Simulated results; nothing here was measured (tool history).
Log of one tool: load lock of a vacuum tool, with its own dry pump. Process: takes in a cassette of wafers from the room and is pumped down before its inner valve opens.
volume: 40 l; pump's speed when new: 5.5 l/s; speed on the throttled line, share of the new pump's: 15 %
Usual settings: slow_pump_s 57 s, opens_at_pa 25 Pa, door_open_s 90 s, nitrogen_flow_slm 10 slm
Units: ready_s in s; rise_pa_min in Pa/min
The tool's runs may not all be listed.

| run | hour | slow_pump_s | opens_at_pa | door_open_s | nitrogen_flow_slm | incoming humidity of the room's air, % | ready_s | rise_pa_min |
|---|---|---|---|---|---|---|---|---|
| 1 | 0.0 | 57 | 25 | 90 | 10 | 46.1 | 110.7 | 0.134 |
| 2 | 111.5 | 57 | 25 | 90 | 10 | 44.2 | 111.0 | 0.128 |
| 3 | 319.7 | 57 | 25 | 90 | 10 | 45.9 | 111.6 | 0.149 |
| 4 | 523.9 | 57 | 25 | 90 | 10 | 48.7 | 110.8 | 0.161 |
| 5 | 648.3 | 57 | 25 | 90 | 10 | 48.4 | 112.3 | 0.175 |
| 6 | 848.1 | 57 | 25 | 90 | 10 | 43.1 | 112.3 | 0.188 |
| 7 | 1018.9 | 57 | 25 | 90 | 10 | 44.2 | 112.2 | 0.203 |
| 8 | 1140.1 | 57 | 25 | 90 | 10 | 40.0 | 110.8 | 0.210 |
| 9 | 1298.6 | 57 | 20 | 90 | 10 | 41.8 | 114.2 | 0.226 |
| 10 | 1425.8 | 57 | 20 | 90 | 10 | 46.5 | 114.1 | 0.246 |
| 11 | 1606.8 | 57 | 20 | 90 | 10 | 44.1 | 113.9 | 0.260 |
| 12 | 1754.6 | 57 | 20 | 90 | 10 | 42.4 | 114.2 | 0.270 |
| 13 | 1920.0 | 57 | 25 | 90 | 10 | 44.4 | 112.5 | 0.293 |
| 14 | 2134.6 | 57 | 25 | 90 | 10 | 44.9 | 110.8 | 0.319 |
| 15 | 2323.6 | 57 | 25 | 90 | 10 | 47.2 | 112.8 | 0.336 |
| 16 | 2479.4 | 57 | 25 | 90 | 10 | 42.7 | 111.6 | 0.360 |
| 17 | 2641.6 | 57 | 25 | 90 | 10 | 47.9 | 112.9 | 0.383 |
| 18 | 2875.3 | 57 | 25 | 90 | 10 | 43.5 | 113.5 | 0.408 |
| 19 | 2980.7 | 57 | 25 | 90 | 10 | 45.4 | 113.8 | 0.426 |
| 20 | 3130.1 | 57 | 25 | 33 | 18 | 46.4 | 113.6 | 0.405 |
| 21 | 3292.1 | 36 | 25 | 37 | 18 | 42.0 | 95.8 | 0.430 |
| 22 | 3534.2 | 36 | 25 | 37 | 18 | 47.1 | 95.1 | 0.473 |
| 23 | 3781.5 | 41 | 25 | 37 | 5 | 42.1 | 100.2 | 0.520 |
| 24 | 3945.6 | 29 | 27 | 90 | 10 | 47.9 | 88.8 | 0.572 |
| 25 | 4064.3 | 62 | 25 | 90 | 7 | 44.5 | 116.5 | 0.580 |
| 26 | 4255.6 | 40 | 20 | 90 | 19 | 44.9 | 102.5 | 0.596 |
| 27 | 4361.9 | 40 | 20 | 90 | 19 | 44.1 | 100.0 | 0.608 |
| 28 | 4537.9 | 83 | 25 | 57 | 10 | 49.7 | 135.3 | 0.643 |
|  | 4601.3 | door's seal changed, seat wiped |
| 29 | 4734.6 | 83 | 25 | 57 | 9 | 45.9 | 135.4 | 0.051 |
| 30 | 4892.6 | 85 | 25 | 57 | 41 | 45.4 | 136.0 | 0.033 |
| 31 | 5031.8 | 85 | 25 | 57 | 41 | 42.3 | 138.0 | 0.040 |
| 32 | 5247.3 | 67 | 32 | 28 | 21 | 44.6 | 120.6 | 0.050 |
| 33 | 5446.0 | 55 | 37 | 28 | 21 | 42.7 | 107.8 | 0.057 |
| 34 | 5626.4 | 102 | 25 | 90 | 10 | 42.3 | 148.9 | 0.098 |
| 35 | 5786.0 | 46 | 25 | 57 | 5 | 46.6 | 103.8 | 0.112 |
| 36 | 5917.2 | 111 | 25 | 90 | 24 | 45.1 | 159.1 | 0.098 |
| 37 | 6047.8 | 111 | 25 | 129 | 10 | 42.7 | 160.0 | 0.139 |

3 ways to go on from here, each from the tool as it stands after run 37. What would each give?
| A | 6263.1 | 58 | 25 | 90 | 29 | 45.2 | ? | ? |
| B | 6263.1 | 61 | 20 | 90 | 10 | 44.5 | ? | ? |
| C | 6263.1 | 57 | 25 | 74 | 10 | 42.3 | ? | ? |

| run | ready_s | rise_pa_min |
|---|---|---|
| A | 115.0 | 0.118 |
| B | 118.5 | 0.137 |
| C | 113.2 | 0.136 |
Without the tool's hidden state the same runs would have given:
| run | ready_s | rise_pa_min |
|---|---|---|
| A | 109.8 | 0.034 |
| B | 113.0 | 0.053 |
| C | 108.0 | 0.051 |

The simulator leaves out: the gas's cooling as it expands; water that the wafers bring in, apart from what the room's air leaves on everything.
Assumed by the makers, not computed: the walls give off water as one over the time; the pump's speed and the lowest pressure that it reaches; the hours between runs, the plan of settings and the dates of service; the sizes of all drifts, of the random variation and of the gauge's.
